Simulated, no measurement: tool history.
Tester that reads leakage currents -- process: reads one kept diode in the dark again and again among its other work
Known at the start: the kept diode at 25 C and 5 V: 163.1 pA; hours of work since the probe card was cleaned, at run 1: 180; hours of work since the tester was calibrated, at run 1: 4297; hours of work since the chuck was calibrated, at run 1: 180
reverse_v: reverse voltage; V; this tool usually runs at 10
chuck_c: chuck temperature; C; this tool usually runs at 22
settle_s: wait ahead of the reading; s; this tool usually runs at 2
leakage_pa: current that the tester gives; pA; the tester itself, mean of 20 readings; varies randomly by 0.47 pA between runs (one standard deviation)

| run | hour | reverse_v | chuck_c | settle_s | hours of work since the probe card was cleaned | hours of work since the tester was calibrated | hours of work since the chuck was calibrated | leakage_pa |
|---|---|---|---|---|---|---|---|---|
| 1 | 0 | 10 | 22 | 2 | 180 | 4297 | 180 | 147.82 |
| 2 | 120.7 | 10 | 22 | 2 | 265 | 4382 | 265 | 144.98 |
| 3 | 207.1 | 10 | 22 | 2 | 327 | 4443 | 327 | 143.87 |
| 4 | 388.9 | 10 | 22 | 2 | 455 | 4572 | 455 | 140.98 |
| 5 | 562.1 | 10 | 25 | 2 | 578 | 4695 | 578 | 180.46 |
| 6 | 670.3 | 10 | 25 | 2 | 655 | 4772 | 655 | 177.79 |
| 7 | 836.3 | 10 | 25 | 2 | 772 | 4889 | 772 | 176.15 |
|  | 928 | chuck's temperature calibrated |
| 8 | 943.5 | 10 | 25 | 2 | 847 | 4964 | 11 | 154.59 |
| 9 | 1058.1 | 10 | 22 | 1.87 | 928 | 5045 | 92 | 117.18 |
| 10 | 1145.3 | 10 | 22 | 1.87 | 990 | 5107 | 154 | 116.09 |
| 11 | 1230.2 | 10 | 22 | 1.87 | 1050 | 5167 | 214 | 115.35 |
| 12 | 1318.4 | 10 | 22 | 1.87 | 1112 | 5229 | 277 | 114.37 |
| 13 | 1406 | 10 | 22 | 1.22 | 1174 | 5291 | 339 | 113.5 |
| 14 | 1540.8 | 10 | 40 | 2 | 1270 | 5387 | 434 | 515.61 |
| 15 | 1736.3 | 2.8 | 40 | 2 | 1408 | 5525 | 573 | 329.64 |
| 16 | 1856.2 | 2.8 | 51 | 2 | 1493 | 5610 | 657 | 791.38 |
|  | 1894.6 | chuck's temperature calibrated, once more |
| 17 | 2042.5 | 2.8 | 51 | 2 | 1624 | 5741 | 105 | 1166.99 |
| 18 | 2148.6 | 10 | 22 | 5 | 1699 | 5816 | 180 | 165.5 |
| 19 | 2232.2 | 10 | 22 | 5 | 1758 | 5875 | 239 | 162.58 |
| 20 | 2313.7 | 10 | 22 | 0.64 | 1816 | 5933 | 297 | 162.26 |
|  | 2420.5 | tester calibrated |
| 21 | 2430.6 | 1.2 | 44 | 6.3 | 1897 | 7 | 378 | 484.36 |
| 22 | 2524.8 | 8.9 | 41 | 0.59 | 1964 | 74 | 445 | 714.37 |
| 23 | 2610.6 | 8.9 | 41 | 0.59 | 2025 | 135 | 506 | 705.33 |
| 24 | 2773.4 | 8.6 | 20 | 6.11 | 2140 | 250 | 621 | 122.65 |
| 25 | 2918.2 | 8.6 | 20 | 6.11 | 2243 | 352 | 724 | 120.33 |
| 26 | 3047.3 | 10 | 22 | 2.93 | 2334 | 444 | 815 | 149 |
|  | 3080 | chuck's temperature calibrated |
|  | 3206.8 | probe card cleaned and baked |
| 27 | 3240.6 | 10 | 22 | 3.68 | 24 | 577 | 112 | 150.5 |
| 28 | 3428.6 | 4.8 | 41 | 0.85 | 157 | 710 | 245 | 605.65 |
| 29 | 3554 | 7.1 | 56 | 2 | 246 | 799 | 334 | 2151.81 |
| 30 | 3679.3 | 7.1 | 56 | 2 | 335 | 888 | 422 | 2130.93 |
| 31 | 3767.5 | 7.1 | 56 | 2 | 397 | 950 | 485 | 2094.81 |
| 32 | 3939.2 | 10 | 25 | 0.74 | 519 | 1072 | 606 | 181.48 |
| 33 | 4066.4 | 1.1 | 25 | 8.27 | 609 | 1162 | 697 | 87.31 |
| 34 | 4198.6 | 1.2 | 22 | 4.71 | 702 | 1256 | 790 | 66.57 |
|  | 4264.6 | chuck's temperature calibrated |
| 35 | 4390.8 | 19.4 | 51 | 0.36 | 837 | 1391 | 89 | 2155.98 |
| 36 | 4523.9 | 12.3 | 25 | 2 | 931 | 1485 | 184 | 219.59 |
| 37 | 4619.3 | 12.3 | 25 | 2 | 999 | 1552 | 251 | 217.39 |
| 38 | 4700 | 5.2 | 31 | 2 | 1056 | 1610 | 308 | 269.31 |
| 39 | 4782.8 | 8.3 | 58 | 1.51 | 1115 | 1668 | 367 | 2639.43 |

Run by run, hidden condition taken away, random variation retained:
What the log doesn't record here: stray current of the dirty probe card, pA a volt; current scale over the true one, %; true chuck temperature over the reading, C; drift of the gauge itself on leakage_pa, %.
| run | leakage_pa |
|---|---|
| 1 | 154.61 |
| 2 | 153.84 |
| 3 | 154.03 |
| 4 | 153.94 |
| 5 | 202.38 |
| 6 | 202.24 |
| 7 | 203.92 |
| 8 | 203.45 |
| 9 | 154.51 |
| 10 | 154.38 |
| 11 | 154.49 |
| 12 | 154.22 |
| 13 | 154.38 |
| 14 | 738.77 |
| 15 | 492.91 |
| 16 | 1176.13 |
| 17 | 1178.75 |
| 18 | 154.76 |
| 19 | 153.4 |
| 20 | 154.29 |
| 21 | 522.63 |
| 22 | 769.11 |
| 23 | 767.66 |
| 24 | 122.7 |
| 25 | 122.24 |
| 26 | 154.69 |
| 27 | 154.38 |
| 28 | 635.67 |
| 29 | 2287.54 |
| 30 | 2303.01 |
| 31 | 2290.36 |
| 32 | 202.33 |
| 33 | 101.54 |
| 34 | 79.1 |
| 35 | 2168.44 |
| 36 | 216.46 |
| 37 | 216.7 |
| 38 | 280.89 |
| 39 | 2797.92 |
